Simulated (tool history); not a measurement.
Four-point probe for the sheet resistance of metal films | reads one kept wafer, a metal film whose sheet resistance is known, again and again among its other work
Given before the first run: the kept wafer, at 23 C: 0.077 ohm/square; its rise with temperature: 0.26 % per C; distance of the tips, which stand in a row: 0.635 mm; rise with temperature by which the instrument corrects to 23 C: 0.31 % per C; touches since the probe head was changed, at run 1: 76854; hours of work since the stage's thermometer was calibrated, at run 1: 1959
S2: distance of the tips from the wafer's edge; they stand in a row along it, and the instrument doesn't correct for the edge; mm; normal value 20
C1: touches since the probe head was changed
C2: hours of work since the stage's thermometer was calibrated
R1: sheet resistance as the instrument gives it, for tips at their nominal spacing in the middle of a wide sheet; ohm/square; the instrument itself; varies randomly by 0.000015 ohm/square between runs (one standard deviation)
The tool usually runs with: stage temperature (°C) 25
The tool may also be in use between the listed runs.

Run 1, hour 0: usual settings; C1 76854; C2 1959. Result: R1 0.077102 ohm/square.
Run 2, hour 85.5: usual settings; C1 80816; C2 2007. Result: R1 0.077177 ohm/square.
Run 3, hour 134.8: usual settings; C1 83100; C2 2035. Result: R1 0.07714 ohm/square.
At hour 145: new probe head fitted.
Run 4, hour 186.1: usual settings but S2 6 mm; C1 1905; C2 2064. Result: R1 0.076961 ohm/square.
Run 5, hour 287.6: usual settings; C1 6609; C2 2121. Result: R1 0.076596 ohm/square.
At hour 298.3: stage's thermometer calibrated.
Run 6, hour 362.7: usual settings but stage temperature (°C) 19, S2 26 mm; C1 10066; C2 36. Result: R1 0.076943 ohm/square.
Run 7, hour 459.9: usual settings but stage temperature (°C) 24, S2 4 mm; C1 14570; C2 91. Result: R1 0.077787 ohm/square.
Run 8, hour 508.2: usual settings but stage temperature (°C) 24, S2 4 mm; C1 16807; C2 119. Result: R1 0.077825 ohm/square.
Run 9, hour 556.7: usual settings but S2 45 mm; C1 19054; C2 146. Result: R1 0.07682 ohm/square.
Run 10, hour 655.1: usual settings but stage temperature (°C) 33, S2 32 mm; C1 23616; C2 202. Result: R1 0.076597 ohm/square.

For some of the steps in R1 from one run to the next: how much would appear even if the tool had no hidden state, given the settings, what came in and random variation, and how much remains for the hidden state plus any gauge scatter that the measured result and the result without hidden state don't share?
Hidden conditions of the tool in this case: inner tips' distance over the nominal, %; tips' flats over new ones', %; wafer's true temperature over the reading, C; drift of the gauge itself on sheet_ohm, %.
Run 3 -> 4: S2 20 -> 6, new probe head fitted. R1 -0.000179 ohm/square: hidden state -0.000621, all else +0.000442.
Run 8 -> 9: stage temperature (°C) 24 -> 25, S2 4 -> 45. R1 -0.001005 ohm/square: hidden state +0.000027, all else -0.001032.
